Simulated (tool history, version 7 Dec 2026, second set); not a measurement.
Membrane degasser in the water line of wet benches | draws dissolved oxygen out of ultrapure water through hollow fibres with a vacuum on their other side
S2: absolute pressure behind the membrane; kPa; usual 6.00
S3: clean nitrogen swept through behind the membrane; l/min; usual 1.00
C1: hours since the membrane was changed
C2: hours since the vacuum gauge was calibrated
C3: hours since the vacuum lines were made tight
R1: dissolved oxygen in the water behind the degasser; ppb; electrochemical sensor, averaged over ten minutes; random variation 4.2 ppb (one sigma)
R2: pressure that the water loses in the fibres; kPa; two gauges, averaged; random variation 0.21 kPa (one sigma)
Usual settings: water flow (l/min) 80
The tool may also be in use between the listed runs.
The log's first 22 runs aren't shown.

{"run": 23, "hour": 1702.5, "water flow (l/min)": 71, "S2": 6.34, "S3": 1.39, "C1": 4334, "C2": 629, "C3": 1382, "R1": 340.3, "R2": 44.42}
{"run": 24, "hour": 1772.1, "water flow (l/min)": 71, "S2": 6.34, "S3": 1.39, "C1": 4404, "C2": 699, "C3": 1452, "R1": 340.3, "R2": 44.71}
{"run": 25, "hour": 1841.0, "water flow (l/min)": 71, "S2": 6.34, "S3": 1.39, "C1": 4473, "C2": 768, "C3": 1521, "R1": 342.1, "R2": 44.13}
{"run": 26, "hour": 1904.5, "water flow (l/min)": 51, "S2": 10.57, "S3": 1.0, "C1": 4536, "C2": 831, "C3": 1584, "R1": 672.7, "R2": 31.96}
{"run": 27, "hour": 2009.7, "water flow (l/min)": 51, "S2": 10.57, "S3": 1.0, "C1": 4641, "C2": 937, "C3": 1689, "R1": 676.0, "R2": 31.86}
{"run": 28, "hour": 2061.3, "water flow (l/min)": 80, "S2": 12.75, "S3": 1.69, "C1": 4693, "C2": 988, "C3": 1741, "R1": 858.5, "R2": 49.86}
{"run": 29, "hour": 2117.4, "water flow (l/min)": 80, "S2": 12.75, "S3": 1.69, "C1": 4749, "C2": 1044, "C3": 1797, "R1": 863.3, "R2": 50.24}
{"run": 30, "hour": 2216.4, "water flow (l/min)": 82, "S2": 9.53, "S3": 0.84, "C1": 4848, "C2": 1143, "C3": 1896, "R1": 954.5, "R2": 51.65}
{"run": 31, "hour": 2272.1, "water flow (l/min)": 121, "S2": 14.64, "S3": 2.12, "C1": 4904, "C2": 1199, "C3": 1952, "R1": 1226.6, "R2": 76.24}

5 ways to go on from here, each from the tool as it stands after run 31. What would each give?
{"run": "A", "hour": 2354.3, "water flow (l/min)": 56, "S2": 5.89, "S3": 1.59, "C1": 4986, "C2": 1281, "C3": 2034, "R1": "?", "R2": "?"}
{"run": "B", "hour": 2354.3, "water flow (l/min)": 81, "S2": 3.97, "S3": 0.61, "C1": 4986, "C2": 1281, "C3": 2034, "R1": "?", "R2": "?"}
{"run": "C", "hour": 2354.3, "water flow (l/min)": 85, "S2": 10.88, "S3": 0.41, "C1": 4986, "C2": 1281, "C3": 2034, "R1": "?", "R2": "?"}
{"run": "D", "hour": 2354.3, "water flow (l/min)": 92, "S2": 6.63, "S3": 0.43, "C1": 4986, "C2": 1281, "C3": 2034, "R1": "?", "R2": "?"}
{"run": "E", "hour": 2354.3, "water flow (l/min)": 53, "S2": 14.64, "S3": 1.32, "C1": 4986, "C2": 1281, "C3": 2034, "R1": "?", "R2": "?"}

run=A R1=211.4 R2=35.12
run=B R1=213.0 R2=50.95
run=C R1=1617.9 R2=53.31
run=D R1=850.3 R2=57.47
run=E R1=849.5 R2=33.52
Without the tool's hidden state the same runs would have given:
run=A R1=207.6 R2=34.09
run=B R1=203.4 R2=49.45
run=C R1=1613.9 R2=51.74
run=D R1=840.7 R2=55.78
run=E R1=846.5 R2=32.54
